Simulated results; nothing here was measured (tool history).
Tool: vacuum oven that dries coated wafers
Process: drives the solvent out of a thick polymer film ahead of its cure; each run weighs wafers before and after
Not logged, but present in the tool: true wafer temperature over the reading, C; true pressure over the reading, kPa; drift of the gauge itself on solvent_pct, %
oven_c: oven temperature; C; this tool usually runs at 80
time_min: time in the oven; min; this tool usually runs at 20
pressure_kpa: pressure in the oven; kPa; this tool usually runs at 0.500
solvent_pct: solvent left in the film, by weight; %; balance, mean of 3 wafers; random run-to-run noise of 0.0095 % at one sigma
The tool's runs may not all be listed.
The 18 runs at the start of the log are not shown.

| run | hour | oven_c | time_min | pressure_kpa | hours of work since the thermocouples were calibrated | hours of work since the vacuum gauge was cleaned of residue | solvent_pct |
|---|---|---|---|---|---|---|---|
| 19 | 257.5 | 79 | 32 | 1.618 | 337 | 206 | 0.571 |
| 20 | 270.7 | 94 | 26 | 0.737 | 344 | 213 | 0.122 |
| 21 | 289.0 | 66 | 36 | 0.500 | 353 | 222 | 1.362 |
| 22 | 307.3 | 80 | 11 | 1.087 | 363 | 231 | 4.008 |
| 23 | 324.5 | 80 | 11 | 1.087 | 371 | 240 | 3.995 |
| 24 | 335.3 | 80 | 20 | 0.268 | 377 | 245 | 1.093 |
| 25 | 347.2 | 80 | 14 | 0.316 | 383 | 252 | 2.547 |
| 26 | 357.3 | 69 | 30 | 0.500 | 388 | 257 | 1.474 |
| 27 | 368.6 | 77 | 16 | 0.343 | 394 | 262 | 2.542 |
| 28 | 382.1 | 83 | 10 | 0.343 | 401 | 269 | 3.665 |
| 29 | 395.4 | 83 | 10 | 0.343 | 407 | 276 | 3.673 |
| 30 | 407.0 | 83 | 10 | 0.343 | 413 | 282 | 3.661 |
| 31 | 427.7 | 83 | 10 | 0.343 | 424 | 292 | 3.681 |
| 32 | 437.6 | 74 | 20 | 0.500 | 429 | 297 | 2.156 |
| 33 | 453.7 | 74 | 20 | 0.500 | 437 | 306 | 2.165 |

Each row is a separate what-if for the run after 33, all from the same tool condition, not one after another. Results?
| A | 469.8 | 91 | 35 | 0.332 | 445 | 314 | ? |
| B | 469.8 | 79 | 10 | 0.500 | 445 | 314 | ? |
| C | 469.8 | 74 | 11 | 0.500 | 445 | 314 | ? |
| D | 469.8 | 82 | 21 | 0.500 | 445 | 314 | ? |

| run | solvent_pct |
|---|---|
| A | 0.045 |
| B | 4.774 |
| C | 5.624 |
| D | 0.779 |
With no hidden state in the tool, these same runs would have given:
| run | solvent_pct |
|---|---|
| A | 0.045 |
| B | 4.773 |
| C | 5.623 |
| D | 0.778 |
